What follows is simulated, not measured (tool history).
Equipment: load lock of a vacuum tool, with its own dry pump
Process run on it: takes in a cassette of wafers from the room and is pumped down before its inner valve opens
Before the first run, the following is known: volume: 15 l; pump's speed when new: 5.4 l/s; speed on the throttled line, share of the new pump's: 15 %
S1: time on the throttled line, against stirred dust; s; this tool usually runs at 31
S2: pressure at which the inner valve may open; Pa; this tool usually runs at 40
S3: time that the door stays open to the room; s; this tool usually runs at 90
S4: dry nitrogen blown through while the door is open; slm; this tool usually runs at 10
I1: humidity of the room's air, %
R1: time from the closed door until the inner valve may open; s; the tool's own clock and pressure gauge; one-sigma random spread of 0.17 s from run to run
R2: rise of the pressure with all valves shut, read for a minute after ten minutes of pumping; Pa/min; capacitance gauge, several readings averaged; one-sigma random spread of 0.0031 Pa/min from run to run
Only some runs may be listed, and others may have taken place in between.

run    hour  S1  S2  S3  S4    I1    R1     R2
  1       0  31  40  90  10    43  48.6  0.144
  2   282.2  31  40  90  10  49.5  48.5  0.154
  3   502.8  31  40  90  10  46.9  48.9  0.153
  4   648.8  31  40  90  10  45.9  48.7  0.156
  5   824.8  31  40  90  10  45.3  48.8  0.154
  6   976.2  31  40  72  10  47.2  49.2  0.143
  7  1224.7  31  40  72  10  45.4  48.8  0.142
  8  1378.8  31  40  72  10  44.7  48.9  0.141
  9  1520.4  31  40  72  10  43.6  48.8  0.146
 10  1688.8  31  40  72  10  42.7  49.3  0.145
 11  1961.1  31  40  90   7  45.8  49.1  0.183
 12  2152.3  31  40  90   7  48.3    49  0.184
 13  2368.2  31  40  90   7  47.7    49  0.188
 14  2642.3  31  40  90   7  46.6  48.9  0.188
 15  2817.8  31  40  90  10  48.5  49.2  0.182
 16  3029.7  31  40  90  10  43.6  49.1  0.171
 17  3167.9  31  40  90  10  44.7  49.1  0.186
 18  3413.1  31  40  90  10    45  49.1  0.176

Run 19 is up next; what results do you expect?
 19  3654.2  31  40  90  10  48.9   ?   ?

{"run 19": {"R1": 49.3, "R2": 0.191}}
Had the tool carried no hidden state, the very same run would have given R1 48 s, R2 0.092 Pa/min.
